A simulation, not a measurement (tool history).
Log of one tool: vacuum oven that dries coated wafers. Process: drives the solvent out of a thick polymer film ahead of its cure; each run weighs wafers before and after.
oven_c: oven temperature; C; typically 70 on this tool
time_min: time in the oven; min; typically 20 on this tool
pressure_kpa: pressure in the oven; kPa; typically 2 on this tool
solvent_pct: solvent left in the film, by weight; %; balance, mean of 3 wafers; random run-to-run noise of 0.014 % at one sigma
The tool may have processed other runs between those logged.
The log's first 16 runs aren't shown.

run	hour	oven_c	time_min	pressure_kpa	solvent_pct
17	675.7	70	20	2	1.11
# hour 687.8: oven's thermocouples calibrated
18	713	70	20	2	1.11
19	761.7	70	20	2	1.13
20	797	70	20	1.03	0.75
21	824	70	20	1.03	0.75
22	876.1	70	20	1.03	0.76
23	909.2	70	14	1.03	1.33
24	942.9	70	14	1.03	1.32
25	987.3	57	20	1.12	2.76
26	1035	57	20	1.12	2.75
27	1068	70	17	2.76	1.62
28	1111.2	56	13	3.94	5.82
29	1172.9	62	20	1.24	1.83
30	1218.8	70	20	4.04	1.9
31	1271.5	62	24	7.85	4.88
32	1312.7	62	24	7.85	4.89
33	1375	62	24	7.85	4.9
34	1435	59	20	1.62	2.63
35	1464.8	59	20	1.62	2.63
36	1504.2	61	15	7.05	5.59

For run 37, what comes out?
# hour 1554.4: vacuum gauge cleaned of residue and calibrated
37	1564.7	76	20	2	?

solvent_pct: 0.68 %
With no hidden state in the tool, this same run would have given solvent_pct 0.68 %.
